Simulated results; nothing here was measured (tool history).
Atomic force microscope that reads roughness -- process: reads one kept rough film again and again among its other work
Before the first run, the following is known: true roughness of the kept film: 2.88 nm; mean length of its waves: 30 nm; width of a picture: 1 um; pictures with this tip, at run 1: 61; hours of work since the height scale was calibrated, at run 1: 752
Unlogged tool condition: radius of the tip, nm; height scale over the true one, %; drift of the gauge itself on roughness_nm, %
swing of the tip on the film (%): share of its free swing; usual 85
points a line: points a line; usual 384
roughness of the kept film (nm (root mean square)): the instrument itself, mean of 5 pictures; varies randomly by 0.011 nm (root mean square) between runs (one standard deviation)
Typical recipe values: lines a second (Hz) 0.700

run   hour  lines a second (Hz)  swing of the tip on the film (%)  points a line  pictures with this tip  hours of work since the height scale was calibrated  roughness of the kept film (nm (root mean square))
  1    0.0                0.700                                85            384                      61                                                  752                                               2.286
  2   47.7                0.700                                85            384                     123                                                  772                                               2.167
  3   83.9                0.700                                85            384                     170                                                  787                                               2.084
  4  120.6                0.700                                85            384                     218                                                  802                                               1.998
     134.7  -- new tip fitted
  5  161.7                0.700                                85            384                      36                                                  819                                               2.381
  6  196.7                0.700                                85            851                      81                                                  834                                               2.285
  7  228.0                0.700                                85            384                     122                                                  846                                               2.173
  8  274.9                0.700                                85            384                     183                                                  866                                               2.074
  9  314.2                0.700                                85            384                     234                                                  882                                               1.947
     318.0  -- new tip fitted
 10  366.9                0.700                                85            384                      63                                                  904                                               2.284
 11  417.4                0.700                                85            729                     129                                                  925                                               2.154
 12  464.2                0.700                                85            384                     190                                                  944                                               2.047
     499.6  -- new tip fitted
 13  499.6                0.700                                85            384                       0                                                  958                                               2.476
 14  542.6                0.700                                85            384                      56                                                  976                                               2.317
 15  586.3                0.700                                85            384                     113                                                  994                                               2.171
 16  613.2                0.700                                85            384                     148                                                 1005                                               2.127
 17  634.6                1.885                                85            384                     176                                                 1014                                               1.883
     681.9  -- new tip fitted
 18  684.4                0.700                                85            384                       3                                                 1035                                               2.448
 19  721.8                0.700                                85            384                      52                                                 1050                                               2.327
 20  762.1                0.700                                85            351                     105                                                 1067                                               2.209
 21  785.4                0.700                                85            351                     135                                                 1076                                               2.156
 22  833.4                0.700                                78            282                     197                                                 1096                                               2.031

Forecast run 23:
     836.8  -- height scale calibrated on a step standard
     866.7  -- new tip fitted
 23  884.1                2.971                                64            282                      23                                                   19                                                   ?

roughness of the kept film (nm (root mean square)): 2.351
Had the tool carried no hidden state, the very same run would have given roughness of the kept film (nm (root mean square)) 2.449.
